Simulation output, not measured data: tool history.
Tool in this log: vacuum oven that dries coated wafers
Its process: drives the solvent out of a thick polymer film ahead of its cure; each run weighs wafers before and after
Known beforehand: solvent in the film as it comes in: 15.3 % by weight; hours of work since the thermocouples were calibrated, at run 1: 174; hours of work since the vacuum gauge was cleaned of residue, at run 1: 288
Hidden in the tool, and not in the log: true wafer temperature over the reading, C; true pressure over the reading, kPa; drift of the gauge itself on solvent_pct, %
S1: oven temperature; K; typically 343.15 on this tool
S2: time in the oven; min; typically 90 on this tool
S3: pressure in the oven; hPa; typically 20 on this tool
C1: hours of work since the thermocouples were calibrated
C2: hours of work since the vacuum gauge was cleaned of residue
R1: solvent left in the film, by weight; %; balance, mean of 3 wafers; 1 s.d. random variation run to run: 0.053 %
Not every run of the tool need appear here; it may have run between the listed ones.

Run 1, hour 0: usual settings; C1 174; C2 288. Result: R1 1.65 %.
Run 2, hour 25: usual settings; C1 184; C2 298. Result: R1 1.6 %.
Run 3, hour 40: usual settings; C1 190; C2 304. Result: R1 1.64 %.
Run 4, hour 52.4: usual settings; C1 195; C2 309. Result: R1 1.55 %.
Run 5, hour 77: usual settings; C1 205; C2 319. Result: R1 1.61 %.
Run 6, hour 99.5: usual settings but S2 55 min; C1 214; C2 328. Result: R1 3.34 %.
Run 7, hour 124.4: usual settings but S2 86 min; C1 224; C2 338. Result: R1 1.79 %.
Run 8, hour 138: usual settings; C1 229; C2 344. Result: R1 1.63 %.
Run 9, hour 152.9: usual settings; C1 235; C2 350. Result: R1 1.57 %.
Run 10, hour 172.2: usual settings but S1 334.15 K; C1 243; C2 357. Result: R1 3.66 %.
Run 11, hour 193.7: usual settings but S1 334.15 K; C1 252; C2 366. Result: R1 3.53 %.
Run 12, hour 215.3: usual settings but S1 338.15 K, S2 144 min, S3 24.6 hPa; C1 260; C2 375. Result: R1 1.41 %.
Run 13, hour 238.9: usual settings but S1 338.15 K, S2 144 min, S3 24.6 hPa; C1 270; C2 384. Result: R1 1.42 %.
Run 14, hour 251.8: usual settings but S1 356.15 K, S2 145 min; C1 275; C2 389. Result: R1 0.31 %.
Run 15, hour 279: usual settings but S1 356.15 K; C1 286; C2 400. Result: R1 0.45 %.
Run 16, hour 304.1: usual settings but S1 338.15 K; C1 296; C2 411. Result: R1 2.61 %.
Run 17, hour 320.8: usual settings but S1 353.15 K, S2 118 min, S3 77.9 hPa; C1 303; C2 417. Result: R1 1.44 %.
Run 18, hour 335.9: usual settings but S1 357.15 K, S2 47 min, S3 12.4 hPa; C1 309; C2 423. Result: R1 1.01 %.
Run 19, hour 348.9: usual settings but S1 357.15 K, S2 47 min, S3 12.4 hPa; C1 314; C2 429. Result: R1 1.03 %.

What if the next run were any one of these 4? Each begins from the tool's condition after run 19:
Run A, hour 367.6: usual settings but S1 344.15 K; C1 322; C2 436. Result: R1 ?.
Run B, hour 367.6: usual settings but S1 347.15 K, S2 87 min, S3 12.4 hPa; C1 322; C2 436. Result: R1 ?.
Run C, hour 367.6: usual settings but S1 357.15 K, S2 47 min, S3 24.7 hPa; C1 322; C2 436. Result: R1 ?.
Run D, hour 367.6: usual settings but S1 329.15 K, S2 47 min, S3 49 hPa; C1 322; C2 436. Result: R1 ?.

run    R1
  A  1.33
  B  0.93
  C  1.25
  D  8.35
With the hidden condition removed and each run's random variation left untouched, the same runs would have given:
run    R1
  A  1.33
  B  0.93
  C  1.25
  D  8.34
